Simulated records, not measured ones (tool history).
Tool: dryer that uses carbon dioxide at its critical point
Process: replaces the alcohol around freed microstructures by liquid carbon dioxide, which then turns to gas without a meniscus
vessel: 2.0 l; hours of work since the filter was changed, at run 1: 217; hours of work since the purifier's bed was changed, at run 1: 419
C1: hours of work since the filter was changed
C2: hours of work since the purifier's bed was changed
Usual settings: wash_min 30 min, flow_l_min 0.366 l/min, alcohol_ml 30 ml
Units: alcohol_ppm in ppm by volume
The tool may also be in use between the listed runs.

{"run": 1, "day": 0.0, "wash_min": 30, "flow_l_min": 0.366, "alcohol_ml": 30, "C1": 217, "C2": 419, "alcohol_ppm": 298}
{"run": 2, "day": 1.3, "wash_min": 30, "flow_l_min": 0.457, "alcohol_ml": 30, "C1": 236, "C2": 438, "alcohol_ppm": 159}
{"run": 3, "day": 3.2, "wash_min": 30, "flow_l_min": 0.366, "alcohol_ml": 30, "C1": 263, "C2": 466, "alcohol_ppm": 308}
{"run": 4, "day": 5.229, "wash_min": 41, "flow_l_min": 0.366, "alcohol_ml": 30, "C1": 293, "C2": 496, "alcohol_ppm": 142}
{"run": 5, "day": 6.967, "wash_min": 41, "flow_l_min": 0.366, "alcohol_ml": 30, "C1": 319, "C2": 521, "alcohol_ppm": 140}
{"run": 6, "day": 8.754, "wash_min": 41, "flow_l_min": 0.366, "alcohol_ml": 30, "C1": 345, "C2": 547, "alcohol_ppm": 150}
{"run": 7, "day": 10.3, "wash_min": 41, "flow_l_min": 0.366, "alcohol_ml": 30, "C1": 367, "C2": 570, "alcohol_ppm": 156}
{"run": 8, "day": 11.55, "wash_min": 30, "flow_l_min": 0.366, "alcohol_ml": 64, "C1": 386, "C2": 588, "alcohol_ppm": 670}
{"run": 9, "day": 12.821, "wash_min": 43, "flow_l_min": 0.366, "alcohol_ml": 30, "C1": 404, "C2": 607, "alcohol_ppm": 144}
{"run": 10, "day": 14.612, "wash_min": 30, "flow_l_min": 0.366, "alcohol_ml": 30, "C1": 430, "C2": 633, "alcohol_ppm": 394}
{"run": 11, "day": 16.354, "wash_min": 30, "flow_l_min": 0.366, "alcohol_ml": 30, "C1": 456, "C2": 658, "alcohol_ppm": 398}
{"run": 12, "day": 18.1, "wash_min": 30, "flow_l_min": 0.366, "alcohol_ml": 30, "C1": 481, "C2": 684, "alcohol_ppm": 424}
{"day": 18.633, "done": "inlet filter changed"}
{"run": 13, "day": 19.312, "wash_min": 30, "flow_l_min": 0.366, "alcohol_ml": 35, "C1": 10, "C2": 701, "alcohol_ppm": 324}
{"run": 14, "day": 20.8, "wash_min": 30, "flow_l_min": 0.366, "alcohol_ml": 35, "C1": 32, "C2": 723, "alcohol_ppm": 314}
{"run": 15, "day": 22.046, "wash_min": 30, "flow_l_min": 0.366, "alcohol_ml": 35, "C1": 50, "C2": 741, "alcohol_ppm": 325}
{"run": 16, "day": 24.004, "wash_min": 30, "flow_l_min": 0.366, "alcohol_ml": 35, "C1": 79, "C2": 770, "alcohol_ppm": 357}
{"run": 17, "day": 24.979, "wash_min": 30, "flow_l_min": 0.366, "alcohol_ml": 35, "C1": 93, "C2": 784, "alcohol_ppm": 361}
{"run": 18, "day": 26.242, "wash_min": 30, "flow_l_min": 0.366, "alcohol_ml": 35, "C1": 111, "C2": 803, "alcohol_ppm": 352}
{"run": 19, "day": 27.3, "wash_min": 30, "flow_l_min": 0.366, "alcohol_ml": 35, "C1": 127, "C2": 818, "alcohol_ppm": 366}
{"run": 20, "day": 29.112, "wash_min": 33, "flow_l_min": 0.366, "alcohol_ml": 30, "C1": 153, "C2": 845, "alcohol_ppm": 259}
{"run": 21, "day": 30.467, "wash_min": 27, "flow_l_min": 0.366, "alcohol_ml": 30, "C1": 173, "C2": 864, "alcohol_ppm": 446}
{"run": 22, "day": 32.121, "wash_min": 30, "flow_l_min": 0.366, "alcohol_ml": 30, "C1": 197, "C2": 889, "alcohol_ppm": 360}
{"run": 23, "day": 33.817, "wash_min": 30, "flow_l_min": 0.366, "alcohol_ml": 30, "C1": 222, "C2": 913, "alcohol_ppm": 384}
{"run": 24, "day": 35.3, "wash_min": 18, "flow_l_min": 0.366, "alcohol_ml": 30, "C1": 244, "C2": 935, "alcohol_ppm": 1409}
{"run": 25, "day": 36.696, "wash_min": 21, "flow_l_min": 0.366, "alcohol_ml": 28, "C1": 264, "C2": 955, "alcohol_ppm": 912}
{"run": 26, "day": 38.775, "wash_min": 28, "flow_l_min": 0.22, "alcohol_ml": 30, "C1": 295, "C2": 986, "alcohol_ppm": 1625}
{"run": 27, "day": 39.779, "wash_min": 28, "flow_l_min": 0.372, "alcohol_ml": 54, "C1": 309, "C2": 1001, "alcohol_ppm": 727}
{"run": 28, "day": 40.762, "wash_min": 28, "flow_l_min": 0.372, "alcohol_ml": 54, "C1": 324, "C2": 1015, "alcohol_ppm": 746}
{"run": 29, "day": 42.179, "wash_min": 35, "flow_l_min": 0.583, "alcohol_ml": 40, "C1": 345, "C2": 1036, "alcohol_ppm": 177}
{"run": 30, "day": 43.625, "wash_min": 25, "flow_l_min": 0.366, "alcohol_ml": 22, "C1": 366, "C2": 1057, "alcohol_ppm": 560}
{"run": 31, "day": 44.85, "wash_min": 25, "flow_l_min": 0.366, "alcohol_ml": 29, "C1": 384, "C2": 1075, "alcohol_ppm": 701}
{"run": 32, "day": 46.012, "wash_min": 25, "flow_l_min": 0.366, "alcohol_ml": 29, "C1": 401, "C2": 1092, "alcohol_ppm": 694}
{"run": 33, "day": 47.546, "wash_min": 20, "flow_l_min": 0.502, "alcohol_ml": 63, "C1": 423, "C2": 1114, "alcohol_ppm": 1060}
{"run": 34, "day": 49.496, "wash_min": 20, "flow_l_min": 0.361, "alcohol_ml": 112, "C1": 452, "C2": 1143, "alcohol_ppm": 4436}
{"run": 35, "day": 51.304, "wash_min": 20, "flow_l_min": 0.361, "alcohol_ml": 112, "C1": 478, "C2": 1169, "alcohol_ppm": 4531}
{"day": 52.071, "done": "inlet filter changed"}
{"run": 36, "day": 52.408, "wash_min": 20, "flow_l_min": 0.361, "alcohol_ml": 112, "C1": 5, "C2": 1185, "alcohol_ppm": 3165}
{"run": 37, "day": 53.396, "wash_min": 20, "flow_l_min": 0.361, "alcohol_ml": 112, "C1": 19, "C2": 1199, "alcohol_ppm": 3281}
{"run": 38, "day": 55.025, "wash_min": 48, "flow_l_min": 0.342, "alcohol_ml": 51, "C1": 43, "C2": 1223, "alcohol_ppm": 223}
{"run": 39, "day": 56.233, "wash_min": 28, "flow_l_min": 0.232, "alcohol_ml": 30, "C1": 61, "C2": 1241, "alcohol_ppm": 1258}
{"run": 40, "day": 57.679, "wash_min": 28, "flow_l_min": 0.232, "alcohol_ml": 30, "C1": 82, "C2": 1262, "alcohol_ppm": 1337}
{"run": 41, "day": 58.912, "wash_min": 28, "flow_l_min": 0.232, "alcohol_ml": 30, "C1": 100, "C2": 1280, "alcohol_ppm": 1296}
{"day": 59.904, "done": "purifier's bed changed"}
{"run": 42, "day": 60.238, "wash_min": 39, "flow_l_min": 0.438, "alcohol_ml": 24, "C1": 118, "C2": 5, "alcohol_ppm": 22}
{"run": 43, "day": 62.304, "wash_min": 22, "flow_l_min": 0.301, "alcohol_ml": 28, "C1": 148, "C2": 35, "alcohol_ppm": 1095}
{"run": 44, "day": 63.967, "wash_min": 18, "flow_l_min": 0.366, "alcohol_ml": 30, "C1": 172, "C2": 59, "alcohol_ppm": 1233}
{"run": 45, "day": 65.404, "wash_min": 31, "flow_l_min": 0.583, "alcohol_ml": 30, "C1": 193, "C2": 80, "alcohol_ppm": 35}
{"run": 46, "day": 67.517, "wash_min": 31, "flow_l_min": 0.583, "alcohol_ml": 30, "C1": 224, "C2": 111, "alcohol_ppm": 30}
{"run": 47, "day": 69.267, "wash_min": 31, "flow_l_min": 0.583, "alcohol_ml": 30, "C1": 250, "C2": 137, "alcohol_ppm": 45}
{"run": 48, "day": 71.312, "wash_min": 31, "flow_l_min": 0.583, "alcohol_ml": 30, "C1": 280, "C2": 167, "alcohol_ppm": 52}

Forecast each of these 3 alternatives for the next run:
{"run": "A", "day": 73.25, "wash_min": 40, "flow_l_min": 0.313, "alcohol_ml": 30, "C1": 308, "C2": 195, "alcohol_ppm": "?"}
{"run": "B", "day": 73.25, "wash_min": 18, "flow_l_min": 0.445, "alcohol_ml": 30, "C1": 308, "C2": 195, "alcohol_ppm": "?"}
{"run": "C", "day": 73.25, "wash_min": 24, "flow_l_min": 0.583, "alcohol_ml": 59, "C1": 308, "C2": 195, "alcohol_ppm": "?"}

run=A alcohol_ppm=172
run=B alcohol_ppm=785
run=C alcohol_ppm=204
Without the tool's hidden state the same runs would have given:
run=A alcohol_ppm=95
run=B alcohol_ppm=582
run=C alcohol_ppm=111

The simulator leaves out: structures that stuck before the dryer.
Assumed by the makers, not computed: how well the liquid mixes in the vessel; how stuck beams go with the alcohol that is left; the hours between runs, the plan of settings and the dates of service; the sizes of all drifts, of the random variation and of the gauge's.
